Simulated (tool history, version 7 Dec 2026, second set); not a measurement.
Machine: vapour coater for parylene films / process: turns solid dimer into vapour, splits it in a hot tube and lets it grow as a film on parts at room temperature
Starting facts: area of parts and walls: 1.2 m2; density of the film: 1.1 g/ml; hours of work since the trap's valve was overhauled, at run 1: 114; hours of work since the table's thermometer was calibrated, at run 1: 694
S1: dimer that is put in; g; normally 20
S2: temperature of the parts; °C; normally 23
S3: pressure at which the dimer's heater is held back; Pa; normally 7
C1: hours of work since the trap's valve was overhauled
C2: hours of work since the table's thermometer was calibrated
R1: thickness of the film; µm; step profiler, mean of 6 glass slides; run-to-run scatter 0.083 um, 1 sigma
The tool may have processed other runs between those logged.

| run | day | S1 | S2 | S3 | C1 | C2 | R1 |
|---|---|---|---|---|---|---|---|
| 1 | 0 | 20 | 23 | 7 | 114 | 694 | 9.79 |
| 2 | 0.854 | 20 | 23 | 6.76 | 125 | 705 | 9.77 |
| 3 | 2.292 | 20 | 18 | 6.76 | 144 | 724 | 10.85 |
| 4 | 3.896 | 20 | 19 | 6.76 | 165 | 745 | 10.67 |
| 5 | 4.854 | 20 | 23 | 7 | 178 | 758 | 9.54 |
| 6 | 6.617 | 20 | 23 | 4.13 | 201 | 781 | 10.01 |
| 7 | 8.096 | 20 | 23 | 7 | 220 | 800 | 9.58 |
| 8 | 9.825 | 20 | 23 | 7 | 243 | 823 | 9.56 |
| 9 | 10.812 | 20 | 23 | 7 | 256 | 836 | 9.53 |
| 10 | 11.629 | 20 | 23 | 2.27 | 267 | 846 | 10.63 |
| 11 | 12.642 | 20 | 23 | 5.82 | 280 | 860 | 9.8 |
| 12 | 14.304 | 14 | 23 | 7 | 302 | 881 | 6.72 |
| 13 | 15.958 | 20 | 23 | 3.78 | 323 | 903 | 10.06 |
| 14 | 16.708 | 20 | 23 | 3.78 | 333 | 913 | 10.02 |
| 15 | 18.412 | 20 | 23 | 7.24 | 355 | 935 | 9.45 |
| 16 | 19.7 | 20 | 23 | 7.24 | 372 | 952 | 9.4 |
| 17 | 21.229 | 20 | 23 | 7.24 | 392 | 972 | 9.29 |
| 18 | 22.733 | 20 | 23 | 7.24 | 412 | 992 | 9.19 |
| 19 | 24.383 | 20 | 23 | 7.24 | 434 | 1013 | 9.35 |
| 20 | 26.15 | 20 | 23 | 7.24 | 457 | 1037 | 9.19 |
| 21 | 27.254 | 20 | 23 | 7.24 | 471 | 1051 | 9.31 |
| 22 | 28.579 | 20 | 23 | 7.24 | 489 | 1069 | 9.11 |
| 23 | 29.554 | 20 | 23 | 7.24 | 502 | 1081 | 8.98 |
| 24 | 31.017 | 33 | 20 | 7.14 | 521 | 1100 | 15.77 |
| 25 | 32.517 | 33 | 20 | 7.14 | 540 | 1120 | 15.72 |
| 26 | 33.583 | 33 | 20 | 3.63 | 554 | 1134 | 16.85 |
| 27 | 34.483 | 8 | 23 | 9.04 | 566 | 1146 | 3.57 |
| 28 | 35.55 | 8 | 23 | 9.04 | 580 | 1160 | 3.55 |
|  | 36.808 | trap's valve overhauled |
| 29 | 37.262 | 19 | 35 | 9.04 | 6 | 1180 | 6.46 |
| 30 | 38.3 | 19 | 35 | 9.04 | 20 | 1194 | 6.46 |
| 31 | 39.154 | 13 | 29 | 7 | 31 | 1205 | 5.02 |
| 32 | 40.496 | 20 | 19 | 3.07 | 48 | 1223 | 10.29 |
|  | 41.521 | trap's valve overhauled, once more |
| 33 | 41.9 | 20 | 15 | 3.12 | 5 | 1239 | 12.44 |
| 34 | 43.279 | 20 | 15 | 3.12 | 23 | 1257 | 12.45 |
| 35 | 45.05 | 14 | 24 | 2.32 | 46 | 1280 | 7.5 |
| 36 | 46.183 | 18 | 26 | 6.41 | 61 | 1295 | 8.35 |
| 37 | 47.554 | 20 | 30 | 8.42 | 79 | 1313 | 8.31 |
| 38 | 48.488 | 20 | 30 | 8.42 | 91 | 1325 | 8.26 |
| 39 | 49.433 | 31 | 26 | 5.27 | 104 | 1337 | 14.47 |
| 40 | 50.329 | 31 | 26 | 5.27 | 115 | 1349 | 14.89 |
| 41 | 51.046 | 30 | 25 | 3.71 | 125 | 1359 | 14.85 |
| 42 | 52.8 | 25 | 26 | 7 | 148 | 1382 | 11.38 |
| 43 | 54.5 | 27 | 25 | 6.66 | 170 | 1404 | 12.47 |
| 44 | 56.033 | 20 | 23 | 10.42 | 190 | 1424 | 9.06 |
| 45 | 57.479 | 15 | 20 | 7 | 209 | 1443 | 7.58 |
| 46 | 58.238 | 13 | 25 | 2.44 | 219 | 1453 | 6.62 |

Each row is a separate what-if for the run after 46, all from the same tool condition, not one after another. Results?
| A | 59.654 | 17 | 23 | 7 | 238 | 1471 | ? |
| B | 59.654 | 13 | 20 | 4.57 | 238 | 1471 | ? |
| C | 59.654 | 15 | 25 | 9.59 | 238 | 1471 | ? |
| D | 59.654 | 9 | 24 | 5.08 | 238 | 1471 | ? |

| run | R1 |
|---|---|
| A | 8.14 |
| B | 6.74 |
| C | 6.63 |
| D | 4.39 |
Without the tool's hidden state the same runs would have given:
| run | R1 |
|---|---|
| A | 8.56 |
| B | 7.08 |
| C | 6.97 |
| D | 4.61 |

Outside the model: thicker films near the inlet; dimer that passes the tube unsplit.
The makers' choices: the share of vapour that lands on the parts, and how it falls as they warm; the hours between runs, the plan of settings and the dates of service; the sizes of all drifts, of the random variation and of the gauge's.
